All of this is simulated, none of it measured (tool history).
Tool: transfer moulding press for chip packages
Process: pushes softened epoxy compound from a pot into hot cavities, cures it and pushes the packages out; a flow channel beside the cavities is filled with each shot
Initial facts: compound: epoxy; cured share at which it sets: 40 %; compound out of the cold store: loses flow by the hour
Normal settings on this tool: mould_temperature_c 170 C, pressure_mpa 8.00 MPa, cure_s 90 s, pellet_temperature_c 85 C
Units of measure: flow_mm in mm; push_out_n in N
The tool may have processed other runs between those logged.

run,hour,mould_temperature_c,pressure_mpa,cure_s,pellet_temperature_c,incoming compound's hours out of the cold store,flow_mm,push_out_n
1,0.0,170,8.00,90,85,16.8,954,539
2,9.0,170,8.00,90,88,32.5,911,607
3,20.1,170,8.00,90,85,15.3,949,690
4,31.0,170,8.00,90,85,40.0,889,690
5,47.9,170,8.00,90,85,23.2,918,857
6,59.3,170,8.00,90,85,42.4,873,857
7,75.4,170,8.00,90,85,43.2,864,583
8,87.4,170,8.00,90,85,8.7,970,705
9,94.9,162,8.00,90,85,21.8,946,1158
10,111.8,162,8.00,90,85,46.9,868,754
11,127.8,164,8.00,90,85,8.9,1029,958
12,136.3,164,8.00,90,85,38.6,930,918
13,145.1,164,8.00,90,85,23.6,974,1020
14,152.2,164,8.00,90,85,43.8,907,976
15,163.2,164,8.00,90,85,31.2,946,773
16,177.8,164,6.15,111,85,15.1,868,693
17,185.8,164,8.72,111,85,31.8,988,715
18,202.1,165,8.21,111,85,30.2,945,526
19,216.0,168,8.21,119,81,20.4,963,588
20,228.3,170,7.88,90,85,30.0,909,723
21,243.3,163,8.00,90,86,37.0,921,736
22,252.4,178,7.97,124,85,44.4,849,517
23,268.4,178,7.97,124,85,38.1,855,612
24,279.8,178,7.97,124,85,37.5,862,645
25,297.3,178,7.97,89,85,15.1,917,535

The log once held 8 entries between its listed runs, left out of this copy. Where does each go, and what is different about the tool's unlogged condition between the listed run before it and the listed run after it?
From run 4 to run 5: cavities cleaned with cleaning compound and waxed (hour 42.9)
  true mould temperature over the reading, C: 0.15 -> 0.17; pressure that reaches the compound, % of what is set: 93.61 -> 92.94; grip of the stained cavities, % over clean ones': 42.3 -> 66.7
  measured minus no-state result, flow_mm: -30 -> -35 mm; push_out_n: +203 -> +337 N
From run 6 to run 7: cavities cleaned with cleaning compound and waxed, once more (hour 67.6)
  true mould temperature over the reading, C: 0.18 -> 0.2; pressure that reaches the compound, % of what is set: 92.42 -> 91.77; grip of the stained cavities, % over clean ones': 66.5 -> 16
  measured minus no-state result, flow_mm: -35 -> -39 mm; push_out_n: +336 -> +77 N
From run 9 to run 10: cavities cleaned with cleaning compound and waxed (hour 111.2)
  true mould temperature over the reading, C: 0.22 -> 0.23; pressure that reaches the compound, % of what is set: 90.91 -> 90.22; grip of the stained cavities, % over clean ones': 39.7 -> 2.2
  measured minus no-state result, flow_mm: -47 -> -46 mm; push_out_n: +315 -> +4 N
From run 10 to run 11: plunger's sealing rings changed (hour 120.3)
  true mould temperature over the reading, C: 0.23 -> 0.25; pressure that reaches the compound, % of what is set: 90.22 -> 99.34; grip of the stained cavities, % over clean ones': 2.2 -> 25.6
  measured minus no-state result, flow_mm: -46 -> -4 mm; push_out_n: +4 -> +180 N
From run 14 to run 15: cavities cleaned with cleaning compound and waxed (hour 156.9)
  true mould temperature over the reading, C: 0.28 -> 0.29; pressure that reaches the compound, % of what is set: 98.26 -> 97.86; grip of the stained cavities, % over clean ones': 47.9 -> 13.4
  measured minus no-state result, flow_mm: -9 -> -11 mm; push_out_n: +304 -> +77 N
From run 17 to run 18: cavities cleaned with cleaning compound and waxed (hour 199.8)
  true mould temperature over the reading, C: 0.31 -> 0.33; pressure that reaches the compound, % of what is set: 96.86 -> 96.19; grip of the stained cavities, % over clean ones': 40.1 -> 6.7
  measured minus no-state result, flow_mm: -17 -> -20 mm; push_out_n: +197 -> +28 N
From run 20 to run 21: cavities cleaned with cleaning compound and waxed (hour 242.4)
  true mould temperature over the reading, C: 0.35 -> 0.37; pressure that reaches the compound, % of what is set: 95.07 -> 94.44; grip of the stained cavities, % over clean ones': 40.3 -> 2.9
  measured minus no-state result, flow_mm: -24 -> -28 mm; push_out_n: +200 -> +1 N
From run 24 to run 25: cavities cleaned with cleaning compound and waxed (hour 285.3)
  true mould temperature over the reading, C: 0.41 -> 0.43; pressure that reaches the compound, % of what is set: 92.78 -> 92.06; grip of the stained cavities, % over clean ones': 46 -> 21.1
  measured minus no-state result, flow_mm: -34 -> -40 mm; push_out_n: +203 -> +92 N
